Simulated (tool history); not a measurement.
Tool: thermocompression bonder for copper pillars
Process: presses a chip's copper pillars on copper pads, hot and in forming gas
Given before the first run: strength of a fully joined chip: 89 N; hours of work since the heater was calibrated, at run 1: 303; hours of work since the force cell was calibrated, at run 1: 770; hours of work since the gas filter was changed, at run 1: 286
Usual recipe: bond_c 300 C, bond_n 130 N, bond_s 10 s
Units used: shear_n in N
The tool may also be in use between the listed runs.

run   hour  bond_c  bond_n  bond_s  hours of work since the heater was calibrated  hours of work since the force cell was calibrated  hours of work since the gas filter was changed  shear_n
  1      0     300     130      10                                            303                                                770                                             286     33.8
  2   18.9     300     130      10                                            315                                                782                                             297     33.7
  3   37.4     278     130      10                                            326                                                793                                             309     27.7
  4   63.5     278     130      10                                            342                                                809                                             324     27.8
  5   85.5     300     130      10                                            355                                                822                                             338     33.9
  6  110.5     300     130      10                                            371                                                838                                             353     33.9
  7  126.1     300     130      14                                            380                                                847                                             363     37.3
  8  144.4     300     130      14                                            391                                                858                                             374     37.3
  9  157.9     286     130      14                                            400                                                867                                             382     34.8
 10  172.5     286     130      14                                            408                                                876                                             391     34.1
 11  185.9     286     130      14                                            417                                                884                                             399     33.9
 12  212.7     300     129      10                                            433                                                900                                             416     33.6
 13  229.2     319     130      10                                            443                                                910                                             426     38.3
 14  258.6     300     130      10                                            461                                                928                                             444     32.7
 15  276.2     300     130      10                                            472                                                939                                             454     33.8
 16  296.8     300     129      10                                            484                                                951                                             467     33.7
     314.1  -- forming gas filter changed
 17    323     280     129      10                                            500                                                967                                               5     29.2
     326.3  -- force cell calibrated
 18  349.4     280     129      10                                            515                                                 14                                              21     27.6
 19  361.6     280     129      10                                            523                                                 22                                              28     27.4
 20  376.7     300     130      10                                            532                                                 31                                              37     33.3
 21  391.4     283     187      10                                            541                                                 40                                              46     35.2
 22    409     283     187      10                                            552                                                 50                                              57     36.6
 23  438.7     283     187      10                                            570                                                 69                                              75     34.8
 24  451.9     293     188      14                                            578                                                 77                                              83     43.6
 25  477.7     293     188      14                                            594                                                 92                                              99     44.4
 26  498.2     308      80      16                                            606                                                105                                             111       33
 27  526.2     308      80      16                                            623                                                122                                             129     32.4
 28  542.6     308      80      16                                            633                                                132                                             139       33
 29  572.4     300     112      22                                            651                                                150                                             157     41.7
 30  590.2     281     151      10                                            662                                                161                                             168     30.5
 31  610.5     281     151       7                                            675                                                173                                             180     25.5
 32  627.7     281     151       7                                            685                                                184                                             191     25.6
 33  642.1     290     151       7                                            694                                                193                                             199     28.2
 34  664.2     328     132      12                                            707                                                206                                             213     43.8
 35  688.5     328     132      24                                            722                                                221                                             228     53.7
 36  708.9     275     165       7                                            735                                                234                                             240     26.8
 37  734.5     275     165       7                                            750                                                249                                             256     25.2
 38  755.3     275     118       6                                            763                                                262                                             268       19
 39  772.7     275     118       6                                            774                                                273                                             279     19.1

What if the next run were any one of these 5? Each begins from the tool's condition after run 39:
  A  799.3     298     130      10                                            790                                                289                                             295        ?
  B  799.3     292     130       7                                            790                                                289                                             295        ?
  C  799.3     273     116      17                                            790                                                289                                             295        ?
  D  799.3     292     157       5                                            790                                                289                                             295        ?
  E  799.3     300     130      19                                            790                                                289                                             295        ?

run  shear_n
  A     30.1
  B     26.2
  C     27.7
  D     25.4
  E       41
With the hidden condition removed and each run's random variation left untouched, the same runs would have given:
run  shear_n
  A     33.7
  B     29.4
  C     31.3
  D     28.5
  E     45.4
